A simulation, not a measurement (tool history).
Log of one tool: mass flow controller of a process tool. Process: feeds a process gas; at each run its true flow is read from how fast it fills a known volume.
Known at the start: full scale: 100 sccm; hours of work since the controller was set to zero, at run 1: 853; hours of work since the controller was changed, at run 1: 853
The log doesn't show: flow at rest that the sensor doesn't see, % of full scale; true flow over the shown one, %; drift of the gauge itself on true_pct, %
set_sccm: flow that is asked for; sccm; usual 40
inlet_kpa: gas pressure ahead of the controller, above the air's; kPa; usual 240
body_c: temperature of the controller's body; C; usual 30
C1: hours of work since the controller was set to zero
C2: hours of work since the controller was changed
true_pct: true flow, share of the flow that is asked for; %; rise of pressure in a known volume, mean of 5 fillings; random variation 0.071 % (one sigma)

{"run": 1, "hour": 0.0, "set_sccm": 40, "inlet_kpa": 240, "body_c": 30, "C1": 853, "C2": 853, "true_pct": 100.21}
{"run": 2, "hour": 569.9, "set_sccm": 40, "inlet_kpa": 240, "body_c": 30, "C1": 1229, "C2": 1229, "true_pct": 100.12}
{"run": 3, "hour": 1022.6, "set_sccm": 40, "inlet_kpa": 240, "body_c": 30, "C1": 1528, "C2": 1528, "true_pct": 100.16}
{"run": 4, "hour": 1584.7, "set_sccm": 40, "inlet_kpa": 159, "body_c": 30, "C1": 1900, "C2": 1900, "true_pct": 100.08}
{"run": 5, "hour": 2027.4, "set_sccm": 40, "inlet_kpa": 160, "body_c": 30, "C1": 2193, "C2": 2193, "true_pct": 100.23}
{"run": 6, "hour": 2551.5, "set_sccm": 40, "inlet_kpa": 280, "body_c": 30, "C1": 2539, "C2": 2539, "true_pct": 100.32}
{"run": 7, "hour": 2976.6, "set_sccm": 40, "inlet_kpa": 240, "body_c": 30, "C1": 2820, "C2": 2820, "true_pct": 100.38}
{"run": 8, "hour": 3545.2, "set_sccm": 40, "inlet_kpa": 240, "body_c": 30, "C1": 3196, "C2": 3196, "true_pct": 100.28}
{"run": 9, "hour": 4062.7, "set_sccm": 40, "inlet_kpa": 240, "body_c": 30, "C1": 3538, "C2": 3538, "true_pct": 100.31}
{"run": 10, "hour": 4344.4, "set_sccm": 40, "inlet_kpa": 240, "body_c": 30, "C1": 3724, "C2": 3724, "true_pct": 100.26}
{"run": 11, "hour": 4885.6, "set_sccm": 40, "inlet_kpa": 240, "body_c": 30, "C1": 4082, "C2": 4082, "true_pct": 100.31}
{"run": 12, "hour": 5471.5, "set_sccm": 40, "inlet_kpa": 266, "body_c": 30, "C1": 4469, "C2": 4469, "true_pct": 100.18}
{"run": 13, "hour": 5707.6, "set_sccm": 40, "inlet_kpa": 266, "body_c": 30, "C1": 4625, "C2": 4625, "true_pct": 100.23}
{"run": 14, "hour": 6113.7, "set_sccm": 40, "inlet_kpa": 266, "body_c": 30, "C1": 4893, "C2": 4893, "true_pct": 100.08}
{"run": 15, "hour": 6654.2, "set_sccm": 40, "inlet_kpa": 266, "body_c": 30, "C1": 5251, "C2": 5251, "true_pct": 100.22}
{"hour": 6992.8, "done": "controller's zero set anew"}
{"run": 16, "hour": 7113.8, "set_sccm": 75, "inlet_kpa": 240, "body_c": 30, "C1": 80, "C2": 5554, "true_pct": 100.45}
{"run": 17, "hour": 7438.6, "set_sccm": 75, "inlet_kpa": 240, "body_c": 30, "C1": 295, "C2": 5769, "true_pct": 100.33}
{"run": 18, "hour": 7710.2, "set_sccm": 75, "inlet_kpa": 240, "body_c": 30, "C1": 474, "C2": 5948, "true_pct": 100.24}
{"run": 19, "hour": 8054.9, "set_sccm": 75, "inlet_kpa": 240, "body_c": 30, "C1": 702, "C2": 6176, "true_pct": 100.37}
{"hour": 8236.8, "done": "controller exchanged for a calibrated one"}
{"run": 20, "hour": 8462.9, "set_sccm": 40, "inlet_kpa": 240, "body_c": 30, "C1": 149, "C2": 149, "true_pct": 100.15}
{"run": 21, "hour": 9047.2, "set_sccm": 40, "inlet_kpa": 240, "body_c": 30, "C1": 536, "C2": 536, "true_pct": 100.18}
{"run": 22, "hour": 9514.2, "set_sccm": 40, "inlet_kpa": 240, "body_c": 30, "C1": 844, "C2": 844, "true_pct": 100.23}
{"run": 23, "hour": 9978.7, "set_sccm": 40, "inlet_kpa": 240, "body_c": 30, "C1": 1151, "C2": 1151, "true_pct": 100.23}
{"run": 24, "hour": 10498.2, "set_sccm": 11, "inlet_kpa": 240, "body_c": 26, "C1": 1495, "C2": 1495, "true_pct": 99.62}
{"run": 25, "hour": 10759.6, "set_sccm": 26, "inlet_kpa": 240, "body_c": 30, "C1": 1667, "C2": 1667, "true_pct": 100.2}
{"run": 26, "hour": 11210.9, "set_sccm": 11, "inlet_kpa": 246, "body_c": 22, "C1": 1966, "C2": 1966, "true_pct": 99.4}
{"run": 27, "hour": 11585.0, "set_sccm": 41, "inlet_kpa": 172, "body_c": 29, "C1": 2213, "C2": 2213, "true_pct": 99.94}
{"run": 28, "hour": 12081.6, "set_sccm": 41, "inlet_kpa": 172, "body_c": 29, "C1": 2541, "C2": 2541, "true_pct": 100.01}
{"run": 29, "hour": 12341.6, "set_sccm": 41, "inlet_kpa": 172, "body_c": 29, "C1": 2713, "C2": 2713, "true_pct": 100.11}
{"run": 30, "hour": 12903.4, "set_sccm": 19, "inlet_kpa": 228, "body_c": 35, "C1": 3084, "C2": 3084, "true_pct": 100.47}
{"run": 31, "hour": 13213.4, "set_sccm": 19, "inlet_kpa": 228, "body_c": 35, "C1": 3289, "C2": 3289, "true_pct": 100.52}
{"run": 32, "hour": 13651.9, "set_sccm": 19, "inlet_kpa": 228, "body_c": 35, "C1": 3579, "C2": 3579, "true_pct": 100.44}
{"run": 33, "hour": 14075.1, "set_sccm": 19, "inlet_kpa": 159, "body_c": 25, "C1": 3859, "C2": 3859, "true_pct": 99.69}
{"run": 34, "hour": 14314.1, "set_sccm": 19, "inlet_kpa": 159, "body_c": 25, "C1": 4017, "C2": 4017, "true_pct": 99.6}
{"run": 35, "hour": 14702.7, "set_sccm": 19, "inlet_kpa": 159, "body_c": 25, "C1": 4274, "C2": 4274, "true_pct": 99.5}
{"run": 36, "hour": 15057.3, "set_sccm": 74, "inlet_kpa": 195, "body_c": 35, "C1": 4508, "C2": 4508, "true_pct": 100.84}
{"run": 37, "hour": 15417.8, "set_sccm": 74, "inlet_kpa": 270, "body_c": 35, "C1": 4746, "C2": 4746, "true_pct": 100.79}
{"run": 38, "hour": 15839.7, "set_sccm": 74, "inlet_kpa": 178, "body_c": 35, "C1": 5025, "C2": 5025, "true_pct": 100.75}
{"run": 39, "hour": 16089.1, "set_sccm": 40, "inlet_kpa": 214, "body_c": 30, "C1": 5190, "C2": 5190, "true_pct": 100.13}
{"run": 40, "hour": 16434.4, "set_sccm": 40, "inlet_kpa": 214, "body_c": 30, "C1": 5418, "C2": 5418, "true_pct": 100.16}
{"hour": 16506.0, "done": "controller's zero set anew"}
{"run": 41, "hour": 16917.4, "set_sccm": 40, "inlet_kpa": 177, "body_c": 21, "C1": 272, "C2": 5737, "true_pct": 99.35}
{"run": 42, "hour": 17290.6, "set_sccm": 71, "inlet_kpa": 240, "body_c": 27, "C1": 519, "C2": 5984, "true_pct": 100.06}
{"run": 43, "hour": 17578.3, "set_sccm": 71, "inlet_kpa": 240, "body_c": 27, "C1": 709, "C2": 6174, "true_pct": 100.12}
{"hour": 17764.3, "done": "controller exchanged for a calibrated one"}
{"run": 44, "hour": 18125.8, "set_sccm": 15, "inlet_kpa": 257, "body_c": 30, "C1": 239, "C2": 239, "true_pct": 100.15}
{"run": 45, "hour": 18475.9, "set_sccm": 34, "inlet_kpa": 240, "body_c": 23, "C1": 470, "C2": 470, "true_pct": 99.45}
{"run": 46, "hour": 18872.3, "set_sccm": 34, "inlet_kpa": 240, "body_c": 23, "C1": 732, "C2": 732, "true_pct": 99.61}

How the hidden state differs across the entries between the runs, from the last listed run before each to the first after it:
Between runs 15 and 16: controller's zero set anew (hour 6992.8)
  flow at rest that the sensor doesn't see, % of full scale: -0.006 -> 0
Between runs 19 and 20: controller exchanged for a calibrated one (hour 8236.8)
  flow at rest that the sensor doesn't see, % of full scale: -0.001 -> 0; true flow over the shown one, %: 0.01 -> 0
Between runs 40 and 41: controller's zero set anew (hour 16506.0)
  flow at rest that the sensor doesn't see, % of full scale: -0.006 -> 0
Between runs 43 and 44: controller exchanged for a calibrated one (hour 17764.3)
  flow at rest that the sensor doesn't see, % of full scale: -0.001 -> 0; true flow over the shown one, %: 0.01 -> 0

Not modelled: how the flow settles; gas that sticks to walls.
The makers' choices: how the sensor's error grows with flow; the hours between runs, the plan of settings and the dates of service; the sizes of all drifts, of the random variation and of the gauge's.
